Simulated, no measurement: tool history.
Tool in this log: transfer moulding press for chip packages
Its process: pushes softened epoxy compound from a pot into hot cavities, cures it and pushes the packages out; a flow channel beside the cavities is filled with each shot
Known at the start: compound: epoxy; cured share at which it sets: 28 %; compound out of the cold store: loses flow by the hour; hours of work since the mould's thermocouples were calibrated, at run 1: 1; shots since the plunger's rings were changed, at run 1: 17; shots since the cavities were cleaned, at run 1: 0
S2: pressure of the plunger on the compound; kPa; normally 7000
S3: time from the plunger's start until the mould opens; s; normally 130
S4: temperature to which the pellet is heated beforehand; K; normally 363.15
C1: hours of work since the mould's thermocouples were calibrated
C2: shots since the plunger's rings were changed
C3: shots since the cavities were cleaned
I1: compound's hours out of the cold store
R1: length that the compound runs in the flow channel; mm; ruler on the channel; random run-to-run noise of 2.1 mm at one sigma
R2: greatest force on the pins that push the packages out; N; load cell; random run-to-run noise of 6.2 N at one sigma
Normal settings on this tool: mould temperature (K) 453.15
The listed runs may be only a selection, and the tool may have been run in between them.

{"run": 1, "hour": 0.0, "mould temperature (K)": 453.15, "S2": 7000, "S3": 130, "S4": 363.15, "C1": 1, "C2": 17, "C3": 0, "I1": 29.9, "R1": 941, "R2": 240}
{"hour": 45.8, "done": "cavities cleaned with cleaning compound and waxed"}
{"run": 2, "hour": 68.9, "mould temperature (K)": 453.15, "S2": 7000, "S3": 130, "S4": 363.15, "C1": 50, "C2": 720, "C3": 241, "I1": 22.6, "R1": 969, "R2": 455}
{"hour": 94.3, "done": "cavities cleaned with cleaning compound and waxed"}
{"hour": 144.9, "done": "cavities cleaned with cleaning compound and waxed"}
{"run": 3, "hour": 146.3, "mould temperature (K)": 453.15, "S2": 7000, "S3": 130, "S4": 363.15, "C1": 105, "C2": 1495, "C3": 15, "I1": 17.4, "R1": 994, "R2": 245}
{"hour": 193.2, "done": "cavities cleaned with cleaning compound and waxed"}
{"run": 4, "hour": 232.8, "mould temperature (K)": 453.15, "S2": 7000, "S3": 130, "S4": 363.15, "C1": 167, "C2": 2381, "C3": 412, "I1": 31.1, "R1": 905, "R2": 390}
{"hour": 242.6, "done": "cavities cleaned with cleaning compound and waxed"}
{"run": 5, "hour": 281.8, "mould temperature (K)": 453.15, "S2": 7000, "S3": 130, "S4": 363.15, "C1": 201, "C2": 2876, "C3": 409, "I1": 10.9, "R1": 1011, "R2": 393}
{"hour": 289.4, "done": "cavities cleaned with cleaning compound and waxed"}
{"hour": 300.7, "done": "plunger's sealing rings changed"}
{"hour": 337.0, "done": "cavities cleaned with cleaning compound and waxed"}
{"run": 6, "hour": 340.1, "mould temperature (K)": 453.15, "S2": 7000, "S3": 130, "S4": 363.15, "C1": 240, "C2": 396, "C3": 33, "I1": 31.6, "R1": 924, "R2": 253}
{"hour": 388.5, "done": "cavities cleaned with cleaning compound and waxed"}
{"run": 7, "hour": 388.5, "mould temperature (K)": 453.15, "S2": 7000, "S3": 152, "S4": 363.15, "C1": 274, "C2": 884, "C3": 0, "I1": 13.4, "R1": 1031, "R2": 215}
{"hour": 435.6, "done": "cavities cleaned with cleaning compound and waxed"}
{"run": 8, "hour": 435.6, "mould temperature (K)": 453.15, "S2": 6570, "S3": 130, "S4": 363.15, "C1": 308, "C2": 1359, "C3": 0, "I1": 43.1, "R1": 820, "R2": 230}
{"hour": 485.6, "done": "cavities cleaned with cleaning compound and waxed"}
{"run": 9, "hour": 497.9, "mould temperature (K)": 453.15, "S2": 7000, "S3": 130, "S4": 363.15, "C1": 352, "C2": 1993, "C3": 128, "I1": 47.4, "R1": 818, "R2": 288}
{"hour": 533.8, "done": "cavities cleaned with cleaning compound and waxed, once more"}
{"run": 10, "hour": 554.9, "mould temperature (K)": 453.15, "S2": 7000, "S3": 130, "S4": 363.15, "C1": 392, "C2": 2572, "C3": 220, "I1": 42.4, "R1": 835, "R2": 338}
{"hour": 581.3, "done": "cavities cleaned with cleaning compound and waxed"}
{"run": 11, "hour": 594.6, "mould temperature (K)": 453.15, "S2": 7000, "S3": 130, "S4": 363.15, "C1": 420, "C2": 2970, "C3": 139, "I1": 41.4, "R1": 836, "R2": 295}
{"hour": 601.6, "done": "plunger's sealing rings changed"}
{"hour": 629.8, "done": "cavities cleaned with cleaning compound and waxed"}
{"run": 12, "hour": 659.3, "mould temperature (K)": 453.15, "S2": 7000, "S3": 130, "S4": 363.15, "C1": 465, "C2": 585, "C3": 308, "I1": 26.1, "R1": 952, "R2": 367}
{"hour": 677.5, "done": "cavities cleaned with cleaning compound and waxed"}
{"hour": 723.3, "done": "cavities cleaned with cleaning compound and waxed"}
{"run": 13, "hour": 723.3, "mould temperature (K)": 453.15, "S2": 7000, "S3": 130, "S4": 363.15, "C1": 509, "C2": 1221, "C3": 0, "I1": 14, "R1": 1017, "R2": 229}
{"hour": 768.6, "done": "cavities cleaned with cleaning compound and waxed"}
{"run": 14, "hour": 787.1, "mould temperature (K)": 453.15, "S2": 7000, "S3": 130, "S4": 363.15, "C1": 555, "C2": 1870, "C3": 192, "I1": 33.9, "R1": 891, "R2": 304}
{"hour": 819.1, "done": "cavities cleaned with cleaning compound and waxed"}
{"hour": 827.7, "done": "mould's thermocouples calibrated"}
{"hour": 867.7, "done": "cavities cleaned with cleaning compound and waxed"}
{"run": 15, "hour": 876.7, "mould temperature (K)": 453.15, "S2": 6030, "S3": 148, "S4": 363.15, "C1": 35, "C2": 2751, "C3": 93, "I1": 16.7, "R1": 910, "R2": 242}
{"hour": 905.3, "done": "plunger's sealing rings changed"}
{"hour": 919.4, "done": "cavities cleaned with cleaning compound and waxed"}
{"run": 16, "hour": 955.8, "mould temperature (K)": 449.15, "S2": 8760, "S3": 124, "S4": 354.15, "C1": 89, "C2": 510, "C3": 379, "I1": 36.8, "R1": 1018, "R2": 519}
{"hour": 970.5, "done": "cavities cleaned with cleaning compound and waxed"}
{"run": 17, "hour": 995.2, "mould temperature (K)": 450.15, "S2": 7000, "S3": 130, "S4": 363.15, "C1": 117, "C2": 906, "C3": 258, "I1": 36.9, "R1": 900, "R2": 400}
{"hour": 1019.3, "done": "cavities cleaned with cleaning compound and waxed"}
{"run": 18, "hour": 1062.6, "mould temperature (K)": 450.15, "S2": 7000, "S3": 130, "S4": 363.15, "C1": 165, "C2": 1592, "C3": 451, "I1": 13.7, "R1": 1027, "R2": 459}
{"hour": 1067.8, "done": "cavities cleaned with cleaning compound and waxed"}
{"hour": 1115.9, "done": "cavities cleaned with cleaning compound and waxed"}
{"run": 19, "hour": 1121.1, "mould temperature (K)": 448.15, "S2": 6240, "S3": 130, "S4": 356.15, "C1": 206, "C2": 2171, "C3": 54, "I1": 46.9, "R1": 792, "R2": 340}
{"hour": 1169.1, "done": "cavities cleaned with cleaning compound and waxed"}
{"hour": 1207.6, "done": "plunger's sealing rings changed"}
{"run": 20, "hour": 1208.7, "mould temperature (K)": 455.15, "S2": 6240, "S3": 130, "S4": 371.15, "C1": 267, "C2": 11, "C3": 387, "I1": 47, "R1": 792, "R2": 337}
{"hour": 1221.2, "done": "cavities cleaned with cleaning compound and waxed"}
{"hour": 1273.7, "done": "cavities cleaned with cleaning compound and waxed"}
{"run": 21, "hour": 1278.0, "mould temperature (K)": 449.15, "S2": 6240, "S3": 124, "S4": 371.15, "C1": 315, "C2": 703, "C3": 46, "I1": 29.3, "R1": 897, "R2": 337}
{"hour": 1325.2, "done": "cavities cleaned with cleaning compound and waxed"}
{"run": 22, "hour": 1329.1, "mould temperature (K)": 449.15, "S2": 7870, "S3": 124, "S4": 371.15, "C1": 351, "C2": 1220, "C3": 42, "I1": 39.3, "R1": 939, "R2": 331}
{"hour": 1375.3, "done": "cavities cleaned with cleaning compound and waxed"}
{"run": 23, "hour": 1396.1, "mould temperature (K)": 453.15, "S2": 7000, "S3": 142, "S4": 355.15, "C1": 399, "C2": 1902, "C3": 217, "I1": 22.6, "R1": 956, "R2": 307}
{"hour": 1428.4, "done": "cavities cleaned with cleaning compound and waxed"}
{"run": 24, "hour": 1467.5, "mould temperature (K)": 453.15, "S2": 7000, "S3": 142, "S4": 355.15, "C1": 450, "C2": 2630, "C3": 407, "I1": 19.8, "R1": 960, "R2": 360}
{"hour": 1475.0, "done": "cavities cleaned with cleaning compound and waxed"}
{"hour": 1509.2, "done": "plunger's sealing rings changed"}
{"run": 25, "hour": 1517.8, "mould temperature (K)": 445.15, "S2": 5650, "S3": 134, "S4": 355.15, "C1": 484, "C2": 88, "C3": 419, "I1": 8.7, "R1": 1007, "R2": 613}

What if the next run were any one of these 3? Each begins from the tool's condition after run 25:
{"hour": 1525.5, "done": "cavities cleaned with cleaning compound and waxed"}
{"hour": 1572.7, "done": "cavities cleaned with cleaning compound and waxed"}
{"run": "A", "hour": 1572.7, "mould temperature (K)": 453.15, "S2": 8250, "S3": 130, "S4": 365.15, "C1": 522, "C2": 630, "C3": 0, "I1": 11.7, "R1": "?", "R2": "?"}
{"hour": 1525.5, "done": "cavities cleaned with cleaning compound and waxed"}
{"hour": 1572.7, "done": "cavities cleaned with cleaning compound and waxed"}
{"run": "B", "hour": 1572.7, "mould temperature (K)": 447.15, "S2": 7640, "S3": 115, "S4": 363.15, "C1": 522, "C2": 630, "C3": 0, "I1": 13.8, "R1": "?", "R2": "?"}
{"hour": 1525.5, "done": "cavities cleaned with cleaning compound and waxed"}
{"hour": 1572.7, "done": "cavities cleaned with cleaning compound and waxed"}
{"run": "C", "hour": 1572.7, "mould temperature (K)": 452.15, "S2": 5620, "S3": 134, "S4": 359.15, "C1": 522, "C2": 630, "C3": 0, "I1": 45.1, "R1": "?", "R2": "?"}

run=A R1=1130 R2=243
run=B R1=1113 R2=459
run=C R1=764 R2=228
With no hidden state in the tool, these same runs would have given:
run=A R1=1147 R2=246
run=B R1=1130 R2=478
run=C R1=776 R2=229
